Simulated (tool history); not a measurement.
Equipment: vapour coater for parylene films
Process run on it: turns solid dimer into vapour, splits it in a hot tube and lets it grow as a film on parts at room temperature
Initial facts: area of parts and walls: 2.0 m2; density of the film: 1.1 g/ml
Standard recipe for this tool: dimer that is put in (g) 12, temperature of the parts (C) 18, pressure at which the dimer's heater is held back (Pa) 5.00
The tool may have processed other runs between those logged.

| run | hour | dimer that is put in (g) | temperature of the parts (C) | pressure at which the dimer's heater is held back (Pa) | thickness of the film (um) |
|---|---|---|---|---|---|
| 1 | 0.0 | 12 | 18 | 5.00 | 2.53 |
| 2 | 6.5 | 12 | 18 | 5.00 | 2.51 |
| 3 | 13.9 | 12 | 18 | 5.00 | 2.55 |
| 4 | 23.2 | 12 | 18 | 3.96 | 2.59 |
| 5 | 36.1 | 12 | 18 | 5.00 | 2.51 |
| 6 | 51.1 | 12 | 18 | 5.00 | 2.51 |
| 7 | 62.3 | 12 | 18 | 3.03 | 2.67 |
| 8 | 69.6 | 12 | 18 | 3.03 | 2.66 |
| 9 | 77.0 | 12 | 18 | 3.03 | 2.67 |
| 10 | 87.1 | 12 | 18 | 5.00 | 2.50 |
| 11 | 98.5 | 12 | 18 | 5.00 | 2.50 |
| 12 | 110.2 | 12 | 18 | 5.00 | 2.51 |
| 13 | 123.0 | 6 | 18 | 5.00 | 1.25 |
| 14 | 133.6 | 12 | 18 | 5.00 | 2.50 |
| 15 | 146.4 | 12 | 18 | 5.00 | 2.48 |
| 16 | 161.1 | 12 | 15 | 5.00 | 2.77 |
| 17 | 169.5 | 12 | 15 | 5.00 | 2.80 |
| 18 | 176.5 | 12 | 15 | 5.00 | 2.77 |
| 19 | 183.9 | 12 | 15 | 5.00 | 2.80 |
| 20 | 197.4 | 12 | 15 | 5.00 | 2.77 |
| 21 | 212.9 | 12 | 18 | 5.00 | 2.45 |
| 22 | 225.9 | 12 | 18 | 5.00 | 2.45 |
| 23 | 235.5 | 12 | 18 | 5.00 | 2.45 |
| 24 | 244.3 | 12 | 18 | 5.00 | 2.43 |
| 25 | 263.7 | 12 | 11 | 3.24 | 3.51 |
| 26 | 271.7 | 12 | 18 | 5.65 | 2.49 |
| 27 | 281.3 | 12 | 10 | 3.10 | 3.64 |
| 28 | 291.5 | 12 | 10 | 4.00 | 3.55 |
| 29 | 303.3 | 12 | 10 | 4.00 | 3.54 |
| 30 | 314.7 | 12 | 10 | 4.00 | 3.54 |
| 31 | 322.9 | 6 | 18 | 5.95 | 1.24 |
| 32 | 336.7 | 12 | 13 | 10.48 | 2.83 |
| 33 | 347.7 | 12 | 13 | 10.48 | 2.80 |
| 34 | 359.6 | 12 | 16 | 5.00 | 2.74 |
| 35 | 368.9 | 12 | 16 | 5.42 | 2.70 |
| 36 | 377.0 | 12 | 12 | 3.44 | 3.31 |
| 37 | 386.9 | 9 | 19 | 5.00 | 1.81 |
| 38 | 399.2 | 12 | 21 | 5.00 | 2.23 |
| 39 | 406.0 | 15 | 18 | 5.00 | 3.15 |
| 40 | 414.5 | 15 | 18 | 5.00 | 3.13 |
| 41 | 426.9 | 15 | 18 | 5.00 | 3.15 |
| 42 | 434.0 | 8 | 18 | 5.00 | 1.66 |
| 43 | 445.7 | 8 | 18 | 5.00 | 1.67 |

Not shown: 2 entries that the log had between the listed runs. Between which runs, and how does the tool's hidden state differ before and after?
In the gap between runs 19 and 20: trap's valve overhauled (hour 188.9)
  vapour lost through the trap's worn valve, %: 2.8 -> 3.8
  measured value less the no-hidden-state value, thickness of the film (um): -0.09 -> -0.13
In the gap between runs 24 and 25: trap's valve overhauled, once more (hour 250.2)
  vapour lost through the trap's worn valve, %: 4.1 -> 0.5; true temperature of the parts over the reading, C: 0.14 -> 0.15
  measured value less the no-hidden-state value, thickness of the film (um): -0.12 -> -0.04

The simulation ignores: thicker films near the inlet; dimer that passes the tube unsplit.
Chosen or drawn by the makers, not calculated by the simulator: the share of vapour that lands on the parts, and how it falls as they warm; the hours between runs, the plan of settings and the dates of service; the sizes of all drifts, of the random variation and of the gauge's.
